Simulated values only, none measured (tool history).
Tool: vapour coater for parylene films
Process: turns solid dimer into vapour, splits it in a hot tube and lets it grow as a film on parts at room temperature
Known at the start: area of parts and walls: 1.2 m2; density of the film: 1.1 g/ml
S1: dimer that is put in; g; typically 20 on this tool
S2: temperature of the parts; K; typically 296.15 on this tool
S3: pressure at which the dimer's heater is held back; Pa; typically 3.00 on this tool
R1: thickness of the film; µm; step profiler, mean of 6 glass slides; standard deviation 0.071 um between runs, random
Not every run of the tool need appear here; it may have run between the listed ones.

run,hour,S1,S2,S3,R1
1,0.0,20,296.15,3.00,8.16
2,18.6,20,296.15,3.00,8.16
3,52.1,20,296.15,3.00,7.99
4,92.8,20,296.15,2.41,8.36
5,120.9,20,296.15,3.47,7.82
6,160.0,20,296.15,3.47,7.82
7,192.1,12,296.15,3.00,4.81
8,213.4,12,296.15,3.00,4.66
9,251.2,20,296.15,3.00,7.75
10,268.7,20,296.15,3.00,7.71
11,291.5,20,296.15,3.00,7.79
# hour 303.1: trap's valve overhauled
12,319.1,20,304.15,3.00,6.90
13,343.4,20,304.15,3.00,6.89
14,367.1,20,296.15,4.78,8.05
15,387.8,28,296.15,10.17,10.36
16,407.5,15,294.15,4.14,6.37
17,433.7,15,294.15,4.14,6.42
18,472.3,15,294.15,4.14,6.35
19,500.7,30,308.15,5.46,8.66
20,529.0,17,302.15,2.93,6.00
21,562.1,17,291.15,3.19,7.79
22,591.2,19,296.15,3.70,7.52
23,613.6,25,291.15,3.00,11.57

What if the next run were any one of these 5? Each begins from the tool's condition after run 23:
A,636.5,20,296.15,9.86,?
B,636.5,20,293.15,4.58,?
C,636.5,35,304.15,6.24,?
D,636.5,29,288.15,4.90,?
E,636.5,14,291.15,3.00,?

run,R1
A,7.25
B,8.41
C,10.67
D,14.02
E,6.31
The same runs, with their run-to-run variation unchanged, on a tool lacking any hidden condition would have given:
run,R1
A,7.72
B,8.96
C,11.36
D,14.93
E,6.72
